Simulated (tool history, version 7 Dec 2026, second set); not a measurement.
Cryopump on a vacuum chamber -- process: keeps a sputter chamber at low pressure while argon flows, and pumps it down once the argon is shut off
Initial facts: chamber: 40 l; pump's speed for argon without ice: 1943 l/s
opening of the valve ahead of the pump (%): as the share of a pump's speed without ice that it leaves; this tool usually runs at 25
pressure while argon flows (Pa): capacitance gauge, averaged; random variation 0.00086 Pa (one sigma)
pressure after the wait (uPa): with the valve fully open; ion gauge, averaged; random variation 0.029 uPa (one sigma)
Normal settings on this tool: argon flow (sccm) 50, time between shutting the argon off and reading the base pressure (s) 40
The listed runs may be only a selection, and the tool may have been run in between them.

run   hour  argon flow (sccm)  time between shutting the argon off and reading the base pressure (s)  opening of the valve ahead of the pump (%)  pressure while argon flows (Pa)  pressure after the wait (uPa)
  1    0.0                 50                                                                     40                                          25                           0.1763                           1.79
  2   15.9                 50                                                                     40                                          25                           0.1754                           1.75
  3   25.4                 50                                                                     40                                          25                           0.1775                           1.73
  4   44.3                 50                                                                     40                                          25                           0.1760                           1.82
  5   58.3                 50                                                                     40                                          57                           0.0785                           1.82
  6   66.5                 50                                                                     40                                          57                           0.0787                           1.82
  7   76.0                 60                                                                     40                                          57                           0.0944                           1.81
  8   87.1                 60                                                                     40                                          57                           0.0951                           1.78
  9  101.0                 50                                                                     40                                          25                           0.1776                           1.90
 10  112.4                 50                                                                     40                                          25                           0.1776                           1.86
 11  130.3                 50                                                                     40                                          25                           0.1782                           1.83
 12  145.2                 50                                                                     40                                          25                           0.1780                           1.86
 13  155.6                 50                                                                     40                                          25                           0.1791                           1.86
 14  170.0                 25                                                                     40                                          25                           0.0893                           1.83
 15  182.4                 50                                                                     40                                          25                           0.1778                           1.86
 16  194.4                 50                                                                    210                                          25                           0.1781                           0.88
 17  207.1                 50                                                                     40                                          25                           0.1792                           1.86
 18  220.3                 50                                                                     40                                          25                           0.1777                           1.86
 19  234.8                 40                                                                     53                                          33                           0.1090                           1.59
 20  250.4                 40                                                                     53                                          33                           0.1096                           1.60
 21  259.5                 40                                                                     87                                          33                           0.1103                           1.25
 22  269.1                 40                                                                     87                                          33                           0.1098                           1.28
 23  283.0                 40                                                                     87                                          33                           0.1092                           1.22
 24  296.5                 40                                                                     87                                          33                           0.1091                           1.28
 25  312.6                 62                                                                     41                                          29                           0.1927                           1.85
 26  321.8                 62                                                                     41                                          29                           0.1931                           1.83
 27  330.0                 79                                                                    291                                          19                           0.3724                           0.84
 28  344.3                 24                                                                     72                                          25                           0.0873                           1.36
 29  352.4                 53                                                                     68                                          25                           0.1911                           1.42
 30  360.3                 53                                                                     68                                          25                           0.1919                           1.39
 31  369.4                 53                                                                     68                                          25                           0.1919                           1.41
 32  386.8                 53                                                                     61                                          38                           0.1283                           1.48
 33  394.7                 53                                                                     61                                          38                           0.1282                           1.47
 34  403.7                 90                                                                     73                                          26                           0.3155                           1.38

Forecast each of these 4 alternatives for the next run:
  A  418.8                 79                                                                    252                                          30                                ?                              ?
  B  418.8                 67                                                                     40                                          25                                ?                              ?
  C  418.8                 35                                                                     40                                          56                                ?                              ?
  D  418.8                 92                                                                     73                                          26                                ?                              ?

run  pressure while argon flows (Pa)  pressure after the wait (uPa)
  A                           0.2394                           0.96
  B                           0.2426                           1.89
  C                           0.0591                           1.93
  D                           0.3211                           1.38
Stripped of hidden state, with their random variation kept, the same runs would have yielded:
run  pressure while argon flows (Pa)  pressure after the wait (uPa)
  A                           0.2277                           0.36
  B                           0.2326                           1.32
  C                           0.0539                           1.35
  D                           0.3074                           0.78

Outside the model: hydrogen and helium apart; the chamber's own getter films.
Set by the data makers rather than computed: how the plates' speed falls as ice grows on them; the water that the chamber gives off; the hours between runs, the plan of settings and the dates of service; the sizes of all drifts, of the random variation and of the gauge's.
